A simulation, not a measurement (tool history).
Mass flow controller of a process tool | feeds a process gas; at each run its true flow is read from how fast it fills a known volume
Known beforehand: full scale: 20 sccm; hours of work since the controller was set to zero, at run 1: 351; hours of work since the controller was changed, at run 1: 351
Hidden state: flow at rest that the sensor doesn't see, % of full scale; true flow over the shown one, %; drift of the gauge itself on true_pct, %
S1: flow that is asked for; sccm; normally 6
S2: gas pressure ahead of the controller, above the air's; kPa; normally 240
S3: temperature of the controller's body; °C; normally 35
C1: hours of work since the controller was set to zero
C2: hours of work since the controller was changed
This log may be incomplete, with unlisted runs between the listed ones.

Run 1, day 0.000: usual settings; C1 351; C2 351. Result: true flow (%) 98.97.
Run 2, day 2.246: usual settings; C1 375; C2 375. Result: true flow (%) 99.07.
Run 3, day 3.888: usual settings but S3 28 °C; C1 392; C2 392. Result: true flow (%) 98.74.
Run 4, day 6.788: usual settings but S3 28 °C; C1 423; C2 423. Result: true flow (%) 98.79.
Run 5, day 9.642: usual settings but S3 28 °C; C1 454; C2 454. Result: true flow (%) 98.71.
Run 6, day 11.100: usual settings but S3 28 °C; C1 469; C2 469. Result: true flow (%) 98.63.
Run 7, day 13.979: usual settings but S1 13 sccm, S3 21 °C; C1 500; C2 500. Result: true flow (%) 99.35.
Run 8, day 16.925: usual settings but S1 5 sccm, S2 169 kPa, S3 21 °C; C1 531; C2 531. Result: true flow (%) 97.96.
Run 9, day 20.038: usual settings; C1 564; C2 564. Result: true flow (%) 98.99.
Run 10, day 21.758: usual settings; C1 583; C2 583. Result: true flow (%) 99.04.
Run 11, day 24.308: usual settings but S1 8 sccm; C1 610; C2 610. Result: true flow (%) 99.36.

Some steps in true flow (%) between neighbouring runs. How much of each would the tool show without its hidden state too (settings, what came in, random variation), and how much is left for the hidden state, with any gauge scatter that isn't in both results?
Run 7 -> 8: S1 13 -> 5, S2 240 -> 169. true flow (%) -1.39: hidden state -0.41, all else -0.98.

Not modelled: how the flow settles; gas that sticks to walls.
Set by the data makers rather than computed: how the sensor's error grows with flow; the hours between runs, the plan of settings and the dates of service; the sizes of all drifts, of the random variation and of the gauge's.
